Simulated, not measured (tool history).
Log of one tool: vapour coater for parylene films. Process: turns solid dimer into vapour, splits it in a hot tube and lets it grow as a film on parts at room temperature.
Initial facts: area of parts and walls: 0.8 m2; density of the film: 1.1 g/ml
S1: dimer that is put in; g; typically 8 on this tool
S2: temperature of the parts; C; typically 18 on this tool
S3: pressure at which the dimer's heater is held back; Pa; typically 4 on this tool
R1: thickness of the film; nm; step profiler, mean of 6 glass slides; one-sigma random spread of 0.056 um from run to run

Run 1, day 0: usual settings. Result: R1 6620 nm.
Run 2, day 1.621: usual settings. Result: R1 6610 nm.
Run 3, day 3.712: usual settings but S3 3.84 Pa. Result: R1 6600 nm.
Run 4, day 5.271: usual settings but S3 3.84 Pa. Result: R1 6720 nm.
Run 5, day 7.725: usual settings but S3 3.84 Pa. Result: R1 6550 nm.
Run 6, day 9.188: usual settings but S2 30 C. Result: R1 3630 nm.
Run 7, day 11.717: usual settings but S2 30 C. Result: R1 3560 nm.
Run 8, day 14.004: usual settings but S2 20 C. Result: R1 5630 nm.
Run 9, day 15.883: usual settings but S2 29 C. Result: R1 3650 nm.
At day 16.638: trap's valve overhauled.
Run 10, day 17.733: usual settings but S2 29 C. Result: R1 4140 nm.
Run 11, day 19.312: usual settings but S2 29 C. Result: R1 4010 nm.
Run 12, day 21.296: usual settings but S2 29 C. Result: R1 4030 nm.
Run 13, day 23.112: usual settings but S2 29 C. Result: R1 3880 nm.
Run 14, day 25.817: usual settings but S2 29 C. Result: R1 3930 nm.
Run 15, day 27.496: usual settings but S2 29 C. Result: R1 3960 nm.
Run 16, day 29.096: usual settings but S2 29 C. Result: R1 3870 nm.
Run 17, day 31.442: usual settings but S2 29 C. Result: R1 3780 nm.
Run 18, day 33.362: usual settings but S2 11 C. Result: R1 8210 nm.
At day 33.912: table's thermometer calibrated.
Run 19, day 35.625: usual settings. Result: R1 6520 nm.
Run 20, day 37.354: usual settings. Result: R1 6500 nm.
At day 38.046: trap's valve overhauled.
Run 21, day 40.254: usual settings. Result: R1 7030 nm.
Run 22, day 42.438: usual settings. Result: R1 7030 nm.
At day 44.462: table's thermometer calibrated, once more.
Run 23, day 44.521: usual settings. Result: R1 6350 nm.
Run 24, day 45.721: usual settings. Result: R1 6480 nm.
Run 25, day 48.35: usual settings but S2 23 C, S3 3.56 Pa. Result: R1 5150 nm.
Run 26, day 50.633: usual settings but S1 6 g, S2 14 C, S3 9.78 Pa. Result: R1 4990 nm.
Run 27, day 53.058: usual settings but S1 5 g, S2 14 C, S3 3.33 Pa. Result: R1 4770 nm.
Run 28, day 54.946: usual settings but S1 4 g. Result: R1 3110 nm.
Run 29, day 56.692: usual settings but S1 4 g. Result: R1 3090 nm.
Run 30, day 58.112: usual settings but S1 7 g, S2 11 C, S3 2.41 Pa. Result: R1 7050 nm.
At day 59.588: trap's valve overhauled.
Run 31, day 60.192: usual settings but S1 7 g, S2 13 C, S3 2.56 Pa. Result: R1 7700 nm.
Run 32, day 62.054: usual settings but S1 7 g, S2 13 C, S3 2.56 Pa. Result: R1 7690 nm.
Run 33, day 63.929: usual settings but S1 7 g, S2 13 C, S3 2.56 Pa. Result: R1 7600 nm.
Run 34, day 66.575: usual settings but S1 7 g, S2 13 C, S3 2.56 Pa. Result: R1 7520 nm.
Run 35, day 68.346: usual settings but S2 19 C, S3 6.17 Pa. Result: R1 5750 nm.
Run 36, day 69.504: usual settings but S1 4 g, S2 11 C, S3 5.45 Pa. Result: R1 4210 nm.
Run 37, day 71.95: usual settings but S1 4 g, S2 13 C, S3 7.87 Pa. Result: R1 3650 nm.
Run 38, day 74.354: usual settings but S1 4 g, S2 13 C, S3 7.87 Pa. Result: R1 3650 nm.
Run 39, day 76.55: usual settings but S1 4 g, S2 21 C, S3 8.37 Pa. Result: R1 2420 nm.
Run 40, day 79.35: usual settings but S1 5 g, S2 10 C. Result: R1 5000 nm.
At day 80.979: trap's valve overhauled.
Run 41, day 82.092: usual settings but S1 5 g, S2 10 C. Result: R1 5400 nm.
Run 42, day 83.592: usual settings but S1 6 g, S3 5.06 Pa. Result: R1 4870 nm.
Run 43, day 86.067: usual settings but S2 10 C, S3 5.06 Pa. Result: R1 8830 nm.
Run 44, day 87.792: usual settings but S2 10 C, S3 5.06 Pa. Result: R1 8730 nm.
Run 45, day 89.608: usual settings but S2 10 C, S3 5.06 Pa. Result: R1 8590 nm.
Run 46, day 92.05: usual settings but S2 15 C, S3 5.98 Pa. Result: R1 7050 nm.

Consider 5 possible next runs. They are alternatives, not a sequence: every one starts from the tool as it was left by run 46. What does each give?
Run A, day 94.479: usual settings but S1 4 g, S2 15 C, S3 7.91 Pa. Result: R1 ?.
Run B, day 94.479: usual settings but S1 7 g, S2 23 C, S3 5.98 Pa. Result: R1 ?.
Run C, day 94.479: usual settings but S1 5 g, S2 16 C, S3 2.84 Pa. Result: R1 ?.
Run D, day 94.479: usual settings but S2 24 C, S3 7.85 Pa. Result: R1 ?.
Run E, day 94.479: usual settings but S1 9 g, S2 13 C. Result: R1 ?.

run    R1
  A  3350
  B  4220
  C  4700
  D  4330
  E  9220
Stripped of hidden state, with their random variation kept, the same runs would have yielded:
run    R1
  A  3400
  B  4280
  C  4760
  D  4380
  E  9330

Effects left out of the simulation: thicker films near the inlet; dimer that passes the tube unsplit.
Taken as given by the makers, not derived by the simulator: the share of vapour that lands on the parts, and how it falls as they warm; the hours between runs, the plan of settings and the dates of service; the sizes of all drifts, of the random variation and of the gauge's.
